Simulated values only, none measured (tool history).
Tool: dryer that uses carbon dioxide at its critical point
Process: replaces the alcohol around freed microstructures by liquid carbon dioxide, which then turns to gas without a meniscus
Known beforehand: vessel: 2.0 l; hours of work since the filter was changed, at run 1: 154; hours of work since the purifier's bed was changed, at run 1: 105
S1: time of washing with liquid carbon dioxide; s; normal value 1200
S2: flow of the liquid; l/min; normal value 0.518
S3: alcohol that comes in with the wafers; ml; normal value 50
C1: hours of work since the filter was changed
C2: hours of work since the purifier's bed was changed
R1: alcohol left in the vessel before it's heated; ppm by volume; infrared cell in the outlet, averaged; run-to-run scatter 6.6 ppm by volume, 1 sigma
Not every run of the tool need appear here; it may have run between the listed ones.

run	hour	S1	S2	S3	C1	C2	R1
1	0.0	1200	0.518	50	154	105	378
2	5.9	1200	0.518	50	156	107	387
3	12.0	1200	0.518	50	159	109	384
4	18.0	1200	0.518	50	161	111	385
5	25.4	1200	0.518	50	163	114	387
6	34.0	1200	0.518	50	166	116	386
7	39.3	1200	0.518	50	168	118	381
8	47.9	1200	0.518	50	171	121	378
9	54.8	1200	0.518	50	173	124	403
10	62.9	1200	0.518	50	176	126	392
11	67.8	1200	0.518	50	177	128	398
12	77.6	1200	0.342	50	181	131	1509
13	86.2	1200	0.342	50	184	134	1522
14	93.5	1200	0.342	32	186	137	1010
15	99.8	1200	0.342	32	188	139	1031
16	108.0	1200	0.342	32	191	142	1010
17	115.7	1200	0.518	110	194	144	850
18	125.2	1200	0.518	110	197	147	838
19	130.6	1200	0.663	110	199	149	299
20	141.2	1200	0.663	110	202	153	298
21	152.8	1200	0.663	110	206	157	305
22	158.9	1200	0.645	50	208	159	181
23	164.1	1200	0.346	50	210	161	1511
24	174.1	1200	0.346	50	213	164	1523
25	183.3	1200	0.346	50	217	167	1571
26	194.3	1200	0.346	50	220	171	1502
27	202.8	1200	0.346	97	223	174	2954
28	212.6	1200	0.346	97	227	177	2926
29	220.1	1200	0.636	78	229	180	289
30	227.6	1200	0.636	78	232	182	285
31	236.1	1200	0.636	78	234	185	290
32	246.9	1200	0.636	83	238	189	301
33	253.6	1200	0.636	83	240	191	318
34	265.4	1200	0.569	55	244	195	341
35	272.7	1200	0.569	55	247	197	346
36	277.7	1200	0.569	55	249	199	342
37	285.0	1200	0.436	33	251	202	557
38	295.8	1200	0.318	112	255	205	4302
39	302.5	780	0.420	112	257	208	6222
40	313.6	840	0.375	70	261	211	4397
41	323.5	1020	0.375	28	264	215	1163
42	332.3	900	0.604	45	267	218	684

Below, some changes in R1 between adjacent runs. For each, the amount present without the hidden state too (settings, incoming material, random variation) and the amount remaining for the hidden state with gauge scatter not shared by both compared results:
What the log doesn't record here: flow that reaches the vessel past the clogged filter, %; alcohol in the recycled carbon dioxide, ppm; drift of the gauge itself on alcohol_ppm, %.
Run 28 -> 29: S2 0.346 -> 0.636, S3 97 -> 78. R1 -2637 ppm by volume: hidden state -446, all else -2191.
Run 37 -> 38: S2 0.436 -> 0.318, S3 33 -> 112. R1 +3745 ppm by volume: hidden state +677, all else +3068.
Run 40 -> 41: S1 840 -> 1020, S3 70 -> 28. R1 -3234 ppm by volume: hidden state -485, all else -2749.
